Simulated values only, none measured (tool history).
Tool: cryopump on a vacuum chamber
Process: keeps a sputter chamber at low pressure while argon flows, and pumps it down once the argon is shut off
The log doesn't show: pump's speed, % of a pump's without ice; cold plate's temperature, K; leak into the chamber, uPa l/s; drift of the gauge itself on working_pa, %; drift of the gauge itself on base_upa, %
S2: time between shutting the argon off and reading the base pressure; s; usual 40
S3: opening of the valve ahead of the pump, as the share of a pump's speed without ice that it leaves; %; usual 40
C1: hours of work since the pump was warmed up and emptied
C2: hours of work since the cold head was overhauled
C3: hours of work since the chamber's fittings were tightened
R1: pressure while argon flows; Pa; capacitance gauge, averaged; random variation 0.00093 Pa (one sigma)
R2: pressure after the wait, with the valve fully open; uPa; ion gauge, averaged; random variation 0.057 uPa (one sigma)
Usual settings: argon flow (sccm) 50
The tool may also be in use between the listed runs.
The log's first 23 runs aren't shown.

run 24 hour=340.1 | argon_flow_(sccm)=23 S2=120 S3=32 | C1=408 C2=408 C3=907 | R1=0.1158 R2=2.17
run 25 hour=358.3 | argon_flow_(sccm)=23 S2=120 S3=32 | C1=423 C2=423 C3=921 | R1=0.1162 R2=2.10
run 26 hour=374.3 | argon_flow_(sccm)=23 S2=120 S3=32 | C1=436 C2=436 C3=934 | R1=0.1162 R2=2.15
run 27 hour=384.5 | argon_flow_(sccm)=23 S2=120 S3=32 | C1=444 C2=444 C3=943 | R1=0.1162 R2=2.18
run 28 hour=398.3 | argon_flow_(sccm)=23 S2=120 S3=32 | C1=455 C2=455 C3=954 | R1=0.1171 R2=2.15
run 29 hour=416.1 | argon_flow_(sccm)=23 S2=120 S3=32 | C1=470 C2=470 C3=968 | R1=0.1160 R2=2.29
run 30 hour=434.2 | argon_flow_(sccm)=50 S2=103 S3=45 | C1=484 C2=484 C3=983 | R1=0.1852 R2=2.41
run 31 hour=450.9 | argon_flow_(sccm)=20 S2=33 S3=43 | C1=498 C2=498 C3=996 | R1=0.0780 R2=5.16
run 32 hour=462.7 | argon_flow_(sccm)=44 S2=40 S3=18 | C1=507 C2=507 C3=1006 | R1=0.3921 R2=4.36
run 33 hour=472.6 | argon_flow_(sccm)=50 S2=40 S3=55 | C1=516 C2=516 C3=1014 | R1=0.1524 R2=4.51
run 34 hour=485.7 | argon_flow_(sccm)=50 S2=40 S3=55 | C1=526 C2=526 C3=1025 | R1=0.1549 R2=4.44
run 35 hour=500.5 | argon_flow_(sccm)=50 S2=98 S3=40 | C1=538 C2=538 C3=1037 | R1=0.2079 R2=2.43

Forecast each of these 3 alternatives for the next run:
run A hour=516.6 | argon_flow_(sccm)=90 S2=251 S3=55 | C1=551 C2=551 C3=1050 | R1=? R2=?
run B hour=516.6 | argon_flow_(sccm)=50 S2=98 S3=32 | C1=551 C2=551 C3=1050 | R1=? R2=?
run C hour=516.6 | argon_flow_(sccm)=70 S2=40 S3=40 | C1=551 C2=551 C3=1050 | R1=? R2=?

run=A R1=0.2756 R2=1.72
run=B R1=0.2569 R2=2.54
run=C R1=0.2895 R2=4.43
Without the tool's hidden state the same runs would have given:
run=A R1=0.2528 R2=0.79
run=B R1=0.2441 R2=1.62
run=C R1=0.2717 R2=3.53
